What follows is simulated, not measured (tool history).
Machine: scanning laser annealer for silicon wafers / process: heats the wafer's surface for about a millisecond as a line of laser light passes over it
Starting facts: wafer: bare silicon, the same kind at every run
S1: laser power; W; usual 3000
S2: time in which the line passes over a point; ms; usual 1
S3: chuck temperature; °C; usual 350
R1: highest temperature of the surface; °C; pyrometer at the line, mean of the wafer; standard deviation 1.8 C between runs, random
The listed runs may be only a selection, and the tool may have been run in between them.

run 1 hour=0 | S1=3000 S2=1 S3=350 | R1=1147
run 2 hour=8 | S1=3000 S2=1 S3=350 | R1=1142
run 3 hour=17.5 | S1=3000 S2=1 S3=384 | R1=1178
run 4 hour=28.1 | S1=3000 S2=1 S3=384 | R1=1179
run 5 hour=43.5 | S1=3000 S2=1 S3=350 | R1=1143
run 6 hour=57.4 | S1=3000 S2=1 S3=350 | R1=1142

For run 7, what comes out?
run 7 hour=74.3 | S1=3000 S2=1 S3=356 | R1=?

{"run 7": {"R1": 1150}}
Take away the tool's hidden state, keep the run-to-run variation as it was, and the same run would have given R1 1170 °C.
